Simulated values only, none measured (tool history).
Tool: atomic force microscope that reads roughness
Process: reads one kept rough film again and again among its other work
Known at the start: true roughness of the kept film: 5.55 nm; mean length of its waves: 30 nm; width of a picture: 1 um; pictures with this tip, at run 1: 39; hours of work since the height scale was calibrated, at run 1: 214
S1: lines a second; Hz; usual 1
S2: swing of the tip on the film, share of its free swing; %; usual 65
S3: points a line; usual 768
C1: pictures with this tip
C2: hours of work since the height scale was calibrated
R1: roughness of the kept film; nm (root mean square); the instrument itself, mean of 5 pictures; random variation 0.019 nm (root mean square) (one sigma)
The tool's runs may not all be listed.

| run | day | S1 | S2 | S3 | C1 | C2 | R1 |
|---|---|---|---|---|---|---|---|
| 1 | 0 | 1 | 65 | 768 | 39 | 214 | 4.193 |
|  | 1.404 | new tip fitted |
| 2 | 1.404 | 1 | 61 | 768 | 0 | 239 | 4.501 |
| 3 | 2.892 | 1 | 57 | 768 | 51 | 266 | 4.19 |
|  | 4.021 | new tip fitted |
| 4 | 4.133 | 1 | 57 | 768 | 4 | 288 | 4.539 |
| 5 | 5.054 | 1 | 65 | 853 | 36 | 305 | 4.205 |
| 6 | 6.462 | 1 | 65 | 307 | 85 | 331 | 3.775 |
|  | 6.575 | new tip fitted |
| 7 | 7.646 | 1 | 65 | 768 | 37 | 352 | 4.207 |
| 8 | 8.908 | 1 | 65 | 768 | 81 | 375 | 3.871 |
|  | 9.233 | new tip fitted |
| 9 | 10.029 | 1 | 65 | 768 | 27 | 395 | 4.272 |
| 10 | 11.112 | 1 | 65 | 768 | 65 | 415 | 4.044 |
|  | 11.9 | new tip fitted |
| 11 | 12.154 | 0.83 | 65 | 768 | 9 | 433 | 4.41 |
| 12 | 13.167 | 1 | 63 | 768 | 44 | 452 | 4.113 |
| 13 | 13.917 | 1 | 65 | 369 | 70 | 465 | 3.853 |
|  | 14.479 | new tip fitted |
| 14 | 14.954 | 1 | 65 | 768 | 16 | 484 | 4.375 |
| 15 | 15.867 | 1 | 65 | 768 | 48 | 500 | 4.124 |
|  | 17.129 | new tip fitted |
| 16 | 17.354 | 1 | 65 | 768 | 7 | 527 | 4.404 |
| 17 | 18.721 | 1 | 65 | 768 | 55 | 552 | 4.037 |
|  | 19.729 | new tip fitted |
| 18 | 19.996 | 1 | 65 | 768 | 9 | 575 | 4.401 |
| 19 | 21.233 | 1 | 65 | 768 | 52 | 597 | 4.084 |
|  | 22.362 | new tip fitted |
| 20 | 22.367 | 1 | 65 | 768 | 0 | 617 | 4.46 |
| 21 | 23.621 | 1 | 65 | 768 | 44 | 640 | 4.128 |
|  | 24.888 | new tip fitted |
| 22 | 25.033 | 1 | 65 | 553 | 5 | 666 | 4.477 |
| 23 | 25.812 | 1 | 65 | 768 | 32 | 680 | 4.262 |
| 24 | 26.888 | 1 | 65 | 768 | 69 | 699 | 3.924 |
|  | 27.483 | new tip fitted |
| 25 | 27.729 | 1 | 65 | 768 | 9 | 714 | 4.369 |
| 26 | 29.304 | 1 | 65 | 768 | 63 | 743 | 3.984 |
|  | 30.046 | new tip fitted |
| 27 | 30.917 | 1.07 | 65 | 768 | 30 | 772 | 4.211 |
| 28 | 31.854 | 1.78 | 59 | 378 | 63 | 789 | 3.939 |
|  | 32.567 | new tip fitted |
| 29 | 33.333 | 1.78 | 73 | 705 | 26 | 815 | 3.958 |
| 30 | 35.025 | 1.78 | 73 | 705 | 85 | 846 | 3.545 |
|  | 35.138 | new tip fitted |
| 31 | 36.279 | 2.81 | 59 | 479 | 40 | 869 | 3.972 |
|  | 37.75 | new tip fitted |
| 32 | 37.917 | 1.15 | 63 | 303 | 6 | 898 | 4.337 |
| 33 | 38.633 | 0.64 | 78 | 962 | 30 | 911 | 4.12 |
| 34 | 39.462 | 3.36 | 65 | 768 | 59 | 926 | 3.642 |
|  | 40.362 | new tip fitted |
| 35 | 41.112 | 3.36 | 65 | 768 | 26 | 956 | 3.907 |
| 36 | 42.479 | 3.36 | 65 | 768 | 74 | 981 | 3.58 |
|  | 42.975 | new tip fitted |
| 37 | 43.488 | 3.36 | 65 | 768 | 18 | 999 | 3.934 |
| 38 | 44.983 | 3.36 | 75 | 347 | 70 | 1026 | 3.286 |
|  | 45.625 | new tip fitted |
| 39 | 45.792 | 3.36 | 75 | 347 | 6 | 1040 | 3.655 |
| 40 | 47.296 | 3.36 | 75 | 347 | 58 | 1068 | 3.351 |
|  | 48.212 | new tip fitted |
| 41 | 48.371 | 1.14 | 73 | 347 | 6 | 1087 | 4.263 |
| 42 | 49.546 | 1.14 | 73 | 347 | 46 | 1108 | 3.987 |
|  | 50.767 | new tip fitted |
| 43 | 50.921 | 1 | 65 | 886 | 5 | 1133 | 4.383 |
| 44 | 52.571 | 1.66 | 76 | 768 | 62 | 1163 | 3.687 |
|  | 53.346 | new tip fitted |
| 45 | 54 | 1.66 | 76 | 768 | 23 | 1188 | 3.99 |
| 46 | 55.658 | 1.66 | 76 | 768 | 80 | 1219 | 3.592 |
|  | 55.921 | new tip fitted |
| 47 | 56.662 | 1.66 | 76 | 768 | 25 | 1236 | 3.92 |
| 48 | 57.429 | 1.66 | 76 | 768 | 52 | 1250 | 3.704 |
|  | 58.483 | new tip fitted |
| 49 | 59.021 | 1.88 | 76 | 675 | 18 | 1279 | 3.925 |
| 50 | 60.579 | 1.88 | 76 | 917 | 72 | 1307 | 3.552 |
|  | 61.071 | new tip fitted |
| 51 | 61.575 | 0.59 | 76 | 779 | 17 | 1325 | 4.288 |

Forecast each of these 4 alternatives for the next run:
|  | 63.238 | height scale calibrated on a step standard |
| A | 63.238 | 3.83 | 76 | 847 | 73 | 0 | ? |
|  | 63.238 | height scale calibrated on a step standard |
| B | 63.238 | 3.27 | 71 | 768 | 73 | 0 | ? |
|  | 63.238 | height scale calibrated on a step standard |
| C | 63.238 | 1.04 | 58 | 640 | 73 | 0 | ? |
|  | 63.238 | height scale calibrated on a step standard |
| D | 63.238 | 0.85 | 72 | 405 | 73 | 0 | ? |

| run | R1 |
|---|---|
| A | 3.258 |
| B | 3.514 |
| C | 4.032 |
| D | 3.92 |
Without the tool's hidden state the same runs would have given:
| run | R1 |
|---|---|
| A | 3.721 |
| B | 4.014 |
| C | 4.606 |
| D | 4.477 |

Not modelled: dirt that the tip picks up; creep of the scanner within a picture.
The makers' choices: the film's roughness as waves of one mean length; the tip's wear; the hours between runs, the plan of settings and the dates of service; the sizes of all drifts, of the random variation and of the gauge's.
